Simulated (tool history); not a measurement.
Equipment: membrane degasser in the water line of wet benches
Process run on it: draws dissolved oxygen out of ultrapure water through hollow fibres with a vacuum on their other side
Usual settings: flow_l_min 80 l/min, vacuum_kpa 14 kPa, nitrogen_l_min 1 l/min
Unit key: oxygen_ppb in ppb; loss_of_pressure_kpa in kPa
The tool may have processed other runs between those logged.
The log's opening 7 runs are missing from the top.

| run | hour | flow_l_min | vacuum_kpa | nitrogen_l_min | oxygen_ppb | loss_of_pressure_kpa |
|---|---|---|---|---|---|---|
| 8 | 568.8 | 80 | 14 | 0.68 | 1660 | 41.23 |
| 9 | 650.1 | 80 | 14 | 0.68 | 1651.2 | 41.28 |
| 10 | 737 | 59 | 14 | 1 | 1073.9 | 30.47 |
| 11 | 838.4 | 57 | 14 | 1 | 1047.9 | 29.63 |
| 12 | 899.6 | 57 | 14 | 1 | 1043.5 | 29.36 |
| 13 | 967.1 | 51 | 14 | 1 | 958.2 | 26.24 |
| 14 | 1060.6 | 56 | 14 | 1 | 1032.6 | 29.02 |
| 15 | 1181.8 | 56 | 14 | 1 | 1032.3 | 28.72 |
| 16 | 1236.6 | 56 | 14 | 2.84 | 466.2 | 28.94 |
| 17 | 1331.6 | 69 | 27.5 | 0.76 | 2704.2 | 35.84 |
| 18 | 1399.8 | 64 | 14 | 1.04 | 1106.8 | 33 |
| 19 | 1527.2 | 64 | 13 | 0.97 | 1061.1 | 32.91 |
| 20 | 1612.3 | 64 | 31.5 | 0.97 | 2539 | 33.09 |
| 21 | 1723.4 | 48 | 9.6 | 1.39 | 445.1 | 24.61 |
| 22 | 1808.3 | 48 | 9.6 | 1.39 | 443.3 | 24.73 |
| 23 | 1925.1 | 110 | 34.6 | 1.41 | 3057.1 | 56.41 |
| 24 | 2019.1 | 75 | 34.6 | 1.62 | 2230.6 | 38.2 |
| 25 | 2132 | 80 | 34.8 | 1.83 | 2172.5 | 40.97 |
| 26 | 2228.5 | 90 | 27.8 | 1.34 | 2345.7 | 46.33 |
| 27 | 2362.1 | 90 | 27.8 | 1.34 | 2337.4 | 46.2 |
| 28 | 2489.5 | 59 | 27.8 | 0.74 | 2548.5 | 30.02 |
| 29 | 2565.4 | 108 | 27.8 | 0.74 | 3496.7 | 55.36 |
| 30 | 2653.6 | 80 | 22.6 | 0.56 | 2896.8 | 40.72 |
| 31 | 2757.9 | 80 | 8.5 | 1 | 726.4 | 40.72 |

Here are 5 independent what-if runs from the current tool condition. What would each one return?
| A | 2846.6 | 80 | 28.1 | 1 | ? | ? |
| B | 2846.6 | 128 | 8.5 | 1 | ? | ? |
| C | 2846.6 | 97 | 22.6 | 1 | ? | ? |
| D | 2846.6 | 80 | 28.3 | 0.42 | ? | ? |
| E | 2846.6 | 73 | 8.5 | 1 | ? | ? |

| run | oxygen_ppb | loss_of_pressure_kpa |
|---|---|---|
| A | 2587.8 | 40.89 |
| B | 1114 | 65.36 |
| C | 2407.3 | 49.59 |
| D | 3882.3 | 40.91 |
| E | 672.2 | 37.27 |
Without the tool's unlogged condition, the same runs would have read:
| run | oxygen_ppb | loss_of_pressure_kpa |
|---|---|---|
| A | 2587.6 | 41.73 |
| B | 1112.9 | 66.71 |
| C | 2407 | 50.62 |
| D | 3882.8 | 41.76 |
| E | 671.8 | 38.05 |
